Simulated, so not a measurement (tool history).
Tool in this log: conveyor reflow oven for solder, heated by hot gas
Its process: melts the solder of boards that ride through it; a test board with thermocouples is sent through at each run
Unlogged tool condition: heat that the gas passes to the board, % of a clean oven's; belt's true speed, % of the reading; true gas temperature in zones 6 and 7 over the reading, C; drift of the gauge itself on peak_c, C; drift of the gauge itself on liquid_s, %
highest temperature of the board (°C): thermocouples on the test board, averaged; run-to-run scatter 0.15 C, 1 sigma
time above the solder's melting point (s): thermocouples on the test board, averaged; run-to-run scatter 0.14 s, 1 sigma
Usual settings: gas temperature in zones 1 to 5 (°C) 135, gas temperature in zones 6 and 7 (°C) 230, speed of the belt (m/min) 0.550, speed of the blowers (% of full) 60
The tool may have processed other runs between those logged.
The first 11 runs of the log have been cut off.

run   hour  gas temperature in zones 1 to 5 (°C)  gas temperature in zones 6 and 7 (°C)  speed of the belt (m/min)  speed of the blowers (% of full)  hours of work since the flux was cleaned out  hours of work since the belt drive was overhauled  hours of work since the thermocouples were changed  highest temperature of the board (°C)  time above the solder's melting point (s)
 12  222.6                                   135                                    230                      0.550                                60                                            97                                                367                                                 292                                  212.3                                       51.9
 13  250.3                                   135                                    230                      0.550                                65                                           109                                                379                                                 304                                  213.4                                       53.7
 14  277.2                                   135                                    230                      0.550                                52                                           120                                                391                                                 316                                  209.5                                       48.5
 15  295.5                                   135                                    230                      0.509                                60                                           128                                                399                                                 324                                  214.7                                       59.0
 16  323.3                                   147                                    230                      0.660                                60                                           140                                                411                                                 336                                  208.6                                       42.8
     330.4  -- flux residue cleaned out of gas plates and filters
 17  347.7                                   147                                    230                      0.660                                60                                             8                                                420                                                 344                                  208.4                                       42.6
 18  367.8                                   125                                    230                      0.608                                60                                            16                                                428                                                 353                                  206.4                                       37.8
 19  395.5                                   125                                    230                      0.608                                60                                            28                                                440                                                 365                                  206.2                                       37.6
 20  421.2                                   135                                    245                      0.550                                87                                            39                                                451                                                 376                                  231.8                                       66.4
 21  436.7                                   135                                    245                      0.550                                87                                            46                                                458                                                 383                                  231.5                                       66.3
 22  460.5                                   135                                    245                      0.550                                87                                            56                                                468                                                 393                                  231.8                                       66.3
     471.1  -- flux residue cleaned out of gas plates and filters, once more
 23  493.9                                   130                                    233                      0.645                                77                                            10                                                481                                                 405                                  213.5                                       43.9
 24  522.8                                   122                                    235                      0.547                                67                                            22                                                493                                                 418                                  216.7                                       52.8
 25  546.7                                   133                                    220                      0.567                                67                                            33                                                504                                                 428                                  204.6                                       42.8
 26  563.8                                   146                                    232                      0.502                                56                                            40                                                511                                                 436                                  217.5                                       67.3
 27  586.5                                   146                                    232                      0.502                                56                                            50                                                521                                                 446                                  217.8                                       67.0
 28  603.9                                   132                                    242                      0.505                                65                                            58                                                528                                                 453                                  226.9                                       68.1
 29  619.6                                   132                                    242                      0.505                                83                                            64                                                535                                                 460                                  230.5                                       71.0
 30  638.5                                   129                                    218                      0.530                                60                                            73                                                544                                                 468                                  201.8                                       41.0

Consider 4 possible next runs. They are alternatives, not a sequence: every one starts from the tool as it was left by run 30. What does each give?
  A  662.3                                   142                                    230                      0.550                                68                                            83                                                554                                                 479                                      ?                                          ?
  B  662.3                                   135                                    227                      0.550                                73                                            83                                                554                                                 479                                      ?                                          ?
  C  662.3                                   135                                    230                      0.550                                67                                            83                                                554                                                 479                                      ?                                          ?
  D  662.3                                   135                                    238                      0.554                                60                                            83                                                554                                                 479                                      ?                                          ?

run  highest temperature of the board (°C)  time above the solder's melting point (s)
  A                                  215.6                                       58.1
  B                                  213.0                                       53.6
  C                                  213.8                                       54.1
  D                                  219.0                                       57.0
With no hidden state in the tool, these same runs would have given:
run  highest temperature of the board (°C)  time above the solder's melting point (s)
  A                                  216.0                                       58.0
  B                                  213.3                                       53.5
  C                                  214.2                                       54.0
  D                                  219.3                                       56.9

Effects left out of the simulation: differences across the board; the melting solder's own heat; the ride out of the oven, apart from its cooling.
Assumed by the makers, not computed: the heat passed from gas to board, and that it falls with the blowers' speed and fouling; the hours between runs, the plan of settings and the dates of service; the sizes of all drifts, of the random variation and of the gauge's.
